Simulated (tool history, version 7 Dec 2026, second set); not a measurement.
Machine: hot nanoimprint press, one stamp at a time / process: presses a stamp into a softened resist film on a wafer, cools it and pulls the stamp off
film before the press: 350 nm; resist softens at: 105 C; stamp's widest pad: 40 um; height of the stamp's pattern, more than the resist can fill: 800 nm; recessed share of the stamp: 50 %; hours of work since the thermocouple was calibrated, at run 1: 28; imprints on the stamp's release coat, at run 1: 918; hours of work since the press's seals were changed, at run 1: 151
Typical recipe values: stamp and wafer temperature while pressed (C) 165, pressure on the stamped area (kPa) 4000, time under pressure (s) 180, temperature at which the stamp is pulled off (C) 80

| run | day | stamp and wafer temperature while pressed (C) | pressure on the stamped area (kPa) | time under pressure (s) | temperature at which the stamp is pulled off (C) | hours of work since the thermocouple was calibrated | imprints on the stamp's release coat | hours of work since the press's seals were changed | resist left under the stamp's widest pad (nm) | greatest force while the stamp is pulled off (N) |
|---|---|---|---|---|---|---|---|---|---|---|
| 1 | 0.000 | 165 | 4000 | 180 | 80 | 28 | 918 | 151 | 162.8 | 178 |
| 2 | 2.238 | 165 | 3220 | 180 | 80 | 61 | 1119 | 184 | 185.4 | 189 |
|  | 3.604 | stamp cleaned and given a new release coat |
| 3 | 4.533 | 165 | 3220 | 180 | 80 | 91 | 83 | 214 | 184.3 | 133 |
| 4 | 5.933 | 165 | 4000 | 180 | 80 | 112 | 209 | 234 | 166.2 | 142 |
| 5 | 7.471 | 165 | 4000 | 180 | 80 | 135 | 347 | 257 | 166.3 | 141 |
| 6 | 9.033 | 165 | 4000 | 180 | 80 | 158 | 488 | 280 | 166.7 | 154 |
| 7 | 10.300 | 172 | 4000 | 180 | 80 | 176 | 602 | 299 | 116.5 | 163 |
| 8 | 12.192 | 165 | 4000 | 180 | 72 | 204 | 772 | 327 | 168.7 | 189 |
| 9 | 13.217 | 166 | 4000 | 180 | 72 | 219 | 864 | 342 | 161.4 | 190 |
| 10 | 14.888 | 173 | 4000 | 180 | 80 | 244 | 1014 | 366 | 111.6 | 176 |
|  | 17.383 | stamp cleaned and given a new release coat |
| 11 | 17.383 | 173 | 4000 | 180 | 80 | 277 | 0 | 399 | 112.4 | 129 |
| 12 | 18.788 | 165 | 4000 | 180 | 80 | 298 | 126 | 420 | 174.2 | 138 |
| 13 | 20.375 | 165 | 4000 | 180 | 80 | 321 | 269 | 443 | 174.7 | 146 |
| 14 | 21.392 | 165 | 4000 | 208 | 80 | 336 | 360 | 458 | 168.5 | 152 |
| 15 | 23.571 | 165 | 4000 | 208 | 80 | 368 | 556 | 490 | 171.5 | 159 |
| 16 | 25.533 | 165 | 5990 | 110 | 80 | 397 | 732 | 519 | 172.0 | 171 |
| 17 | 26.662 | 165 | 5990 | 110 | 80 | 414 | 834 | 536 | 170.7 | 173 |
| 18 | 28.750 | 172 | 4640 | 127 | 76 | 445 | 1021 | 567 | 129.5 | 191 |
|  | 31.104 | stamp cleaned and given a new release coat |
| 19 | 31.104 | 173 | 5160 | 127 | 72 | 476 | 0 | 598 | 114.3 | 147 |
| 20 | 32.696 | 170 | 6080 | 117 | 77 | 499 | 143 | 621 | 130.8 | 147 |
| 21 | 33.738 | 165 | 3570 | 201 | 73 | 514 | 236 | 637 | 187.0 | 162 |
| 22 | 35.408 | 155 | 5270 | 233 | 84 | 539 | 386 | 661 | 256.2 | 141 |
| 23 | 36.833 | 172 | 4000 | 180 | 83 | 560 | 514 | 682 | 128.1 | 152 |
|  | 38.488 | plate thermocouple calibrated |
| 24 | 38.608 | 172 | 4000 | 180 | 83 | 2 | 663 | 707 | 114.2 | 149 |
| 25 | 40.704 | 160 | 5330 | 92 | 73 | 33 | 851 | 737 | 228.7 | 197 |
| 26 | 42.754 | 162 | 2850 | 166 | 74 | 63 | 1035 | 768 | 233.4 | 197 |
| 27 | 44.375 | 162 | 4380 | 180 | 80 | 87 | 1181 | 792 | 187.3 | 187 |
|  | 44.988 | stamp cleaned and given a new release coat |
| 28 | 46.346 | 162 | 2580 | 218 | 80 | 112 | 122 | 817 | 225.1 | 137 |
|  | 48.062 | press's hydraulic seals changed and the load cell set to zero |
| 29 | 48.083 | 168 | 2580 | 223 | 88 | 133 | 248 | 0 | 167.5 | 115 |

Alternative continuations, all from the tool just after run 29; predict every row:
| A | 49.446 | 165 | 2720 | 180 | 80 | 153 | 371 | 20 | ? | ? |
| B | 49.446 | 156 | 6130 | 223 | 85 | 153 | 371 | 20 | ? | ? |
| C | 49.446 | 154 | 4000 | 94 | 81 | 153 | 371 | 20 | ? | ? |
| D | 49.446 | 168 | 4110 | 223 | 73 | 153 | 371 | 20 | ? | ? |

| run | resist left under the stamp's widest pad (nm) | greatest force while the stamp is pulled off (N) |
|---|---|---|
| A | 199.7 | 147 |
| B | 206.9 | 132 |
| C | 308.5 | 143 |
| D | 126.1 | 171 |
Had the tool no hidden state, the same runs would have come out as:
| run | resist left under the stamp's widest pad (nm) | greatest force while the stamp is pulled off (N) |
|---|---|---|
| A | 196.0 | 128 |
| B | 202.4 | 116 |
| C | 305.7 | 125 |
| D | 123.4 | 150 |
